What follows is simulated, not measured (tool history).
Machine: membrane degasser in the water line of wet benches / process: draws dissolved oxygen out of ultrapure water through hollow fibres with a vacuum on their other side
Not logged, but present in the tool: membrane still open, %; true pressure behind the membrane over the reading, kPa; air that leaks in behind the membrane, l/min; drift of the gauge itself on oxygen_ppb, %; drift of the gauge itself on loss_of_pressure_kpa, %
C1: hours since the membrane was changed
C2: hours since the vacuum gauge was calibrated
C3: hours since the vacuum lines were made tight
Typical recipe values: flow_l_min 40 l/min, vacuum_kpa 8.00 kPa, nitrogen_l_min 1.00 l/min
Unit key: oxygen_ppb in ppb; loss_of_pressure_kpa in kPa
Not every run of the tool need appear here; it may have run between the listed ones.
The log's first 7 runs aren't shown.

Run 8, hour 299.0: usual settings but vacuum_kpa 5.18 kPa; C1 667; C2 2906; C3 4567. Result: oxygen_ppb 202.5 ppb, loss_of_pressure_kpa 38.32 kPa.
Run 9, hour 327.0: usual settings but vacuum_kpa 9.79 kPa; C1 695; C2 2934; C3 4595. Result: oxygen_ppb 549.2 ppb, loss_of_pressure_kpa 38.07 kPa.
Run 10, hour 370.0: usual settings but vacuum_kpa 9.79 kPa, nitrogen_l_min 0.46 l/min; C1 738; C2 2977; C3 4638. Result: oxygen_ppb 928.0 ppb, loss_of_pressure_kpa 38.60 kPa.
Run 11, hour 414.2: usual settings but vacuum_kpa 8.52 kPa; C1 782; C2 3021; C3 4682. Result: oxygen_ppb 454.6 ppb, loss_of_pressure_kpa 38.43 kPa.
Run 12, hour 446.9: usual settings but flow_l_min 31 l/min; C1 815; C2 3054; C3 4715. Result: oxygen_ppb 341.0 ppb, loss_of_pressure_kpa 29.72 kPa.
Run 13, hour 479.2: usual settings but flow_l_min 31 l/min; C1 847; C2 3086; C3 4747. Result: oxygen_ppb 332.2 ppb, loss_of_pressure_kpa 29.67 kPa.
Run 14, hour 513.9: usual settings but flow_l_min 31 l/min; C1 882; C2 3121; C3 4782. Result: oxygen_ppb 337.4 ppb, loss_of_pressure_kpa 29.78 kPa.
Run 15, hour 553.2: usual settings but flow_l_min 31 l/min; C1 921; C2 3160; C3 4821. Result: oxygen_ppb 342.5 ppb, loss_of_pressure_kpa 29.61 kPa.
Run 16, hour 585.8: usual settings but flow_l_min 31 l/min, vacuum_kpa 15.26 kPa; C1 954; C2 3193; C3 4854. Result: oxygen_ppb 770.0 ppb, loss_of_pressure_kpa 29.60 kPa.
Run 17, hour 623.9: usual settings but flow_l_min 56 l/min, vacuum_kpa 6.93 kPa, nitrogen_l_min 0.65 l/min; C1 992; C2 3231; C3 4892. Result: oxygen_ppb 580.3 ppb, loss_of_pressure_kpa 53.71 kPa.
Run 18, hour 655.1: usual settings but flow_l_min 52 l/min, nitrogen_l_min 0.57 l/min; C1 1023; C2 3262; C3 4923. Result: oxygen_ppb 732.4 ppb, loss_of_pressure_kpa 49.73 kPa.
Run 19, hour 678.4: usual settings but flow_l_min 31 l/min, vacuum_kpa 8.95 kPa, nitrogen_l_min 2.16 l/min; C1 1047; C2 3286; C3 4947. Result: oxygen_ppb 214.1 ppb, loss_of_pressure_kpa 29.88 kPa.
Run 20, hour 726.0: usual settings but flow_l_min 31 l/min, vacuum_kpa 8.95 kPa, nitrogen_l_min 2.16 l/min; C1 1094; C2 3333; C3 4994. Result: oxygen_ppb 210.6 ppb, loss_of_pressure_kpa 29.77 kPa.
Run 21, hour 765.2: usual settings but vacuum_kpa 16.40 kPa, nitrogen_l_min 2.29 l/min; C1 1133; C2 3372; C3 5033. Result: oxygen_ppb 534.9 ppb, loss_of_pressure_kpa 38.37 kPa.
Run 22, hour 803.6: usual settings but vacuum_kpa 7.00 kPa, nitrogen_l_min 2.68 l/min; C1 1172; C2 3411; C3 5072. Result: oxygen_ppb 164.8 ppb, loss_of_pressure_kpa 38.35 kPa.
Run 23, hour 839.0: usual settings but vacuum_kpa 11.86 kPa; C1 1207; C2 3446; C3 5107. Result: oxygen_ppb 695.0 ppb, loss_of_pressure_kpa 38.44 kPa.
Run 24, hour 866.2: usual settings but flow_l_min 30 l/min, vacuum_kpa 6.58 kPa, nitrogen_l_min 0.57 l/min; C1 1234; C2 3473; C3 5134. Result: oxygen_ppb 377.4 ppb, loss_of_pressure_kpa 28.53 kPa.
Run 25, hour 892.9: usual settings but vacuum_kpa 11.60 kPa, nitrogen_l_min 0.86 l/min; C1 1261; C2 3500; C3 5161. Result: oxygen_ppb 745.2 ppb, loss_of_pressure_kpa 38.65 kPa.
Run 26, hour 942.0: usual settings but vacuum_kpa 11.60 kPa, nitrogen_l_min 0.86 l/min; C1 1310; C2 3549; C3 5210. Result: oxygen_ppb 784.0 ppb, loss_of_pressure_kpa 38.27 kPa.
Run 27, hour 975.3: usual settings but vacuum_kpa 6.83 kPa, nitrogen_l_min 0.75 l/min; C1 1343; C2 3583; C3 5244. Result: oxygen_ppb 420.8 ppb, loss_of_pressure_kpa 38.69 kPa.
Run 28, hour 1027.5: usual settings but flow_l_min 29 l/min, vacuum_kpa 5.59 kPa, nitrogen_l_min 0.75 l/min; C1 1396; C2 3635; C3 5296. Result: oxygen_ppb 224.9 ppb, loss_of_pressure_kpa 28.05 kPa.
Run 29, hour 1066.9: usual settings but vacuum_kpa 14.40 kPa, nitrogen_l_min 0.93 l/min; C1 1435; C2 3674; C3 5335. Result: oxygen_ppb 901.7 ppb, loss_of_pressure_kpa 38.20 kPa.
Run 30, hour 1097.2: usual settings but vacuum_kpa 14.40 kPa, nitrogen_l_min 0.93 l/min; C1 1465; C2 3704; C3 5365. Result: oxygen_ppb 916.6 ppb, loss_of_pressure_kpa 38.64 kPa.

4 ways to go on from here, each from the tool as it stands after run 30. What would each give?
Run A, hour 1133.3: usual settings but flow_l_min 49 l/min; C1 1502; C2 3741; C3 5402. Result: oxygen_ppb ?, loss_of_pressure_kpa ?.
Run B, hour 1133.3: usual settings but flow_l_min 43 l/min, vacuum_kpa 14.78 kPa; C1 1502; C2 3741; C3 5402. Result: oxygen_ppb ?, loss_of_pressure_kpa ?.
Run C, hour 1133.3: usual settings but vacuum_kpa 7.25 kPa; C1 1502; C2 3741; C3 5402. Result: oxygen_ppb ?, loss_of_pressure_kpa ?.
Run D, hour 1133.3: usual settings but vacuum_kpa 19.08 kPa, nitrogen_l_min 0.93 l/min; C1 1502; C2 3741; C3 5402. Result: oxygen_ppb ?, loss_of_pressure_kpa ?.

run  oxygen_ppb  loss_of_pressure_kpa
  A       503.6                 47.05
  B       953.1                 40.95
  C       366.0                 38.30
  D      1237.1                 38.31
Had the tool no hidden state, the same runs would have come out as:
run  oxygen_ppb  loss_of_pressure_kpa
  A       463.8                 46.67
  B       918.6                 40.62
  C       330.8                 37.99
  D      1203.5                 38.00

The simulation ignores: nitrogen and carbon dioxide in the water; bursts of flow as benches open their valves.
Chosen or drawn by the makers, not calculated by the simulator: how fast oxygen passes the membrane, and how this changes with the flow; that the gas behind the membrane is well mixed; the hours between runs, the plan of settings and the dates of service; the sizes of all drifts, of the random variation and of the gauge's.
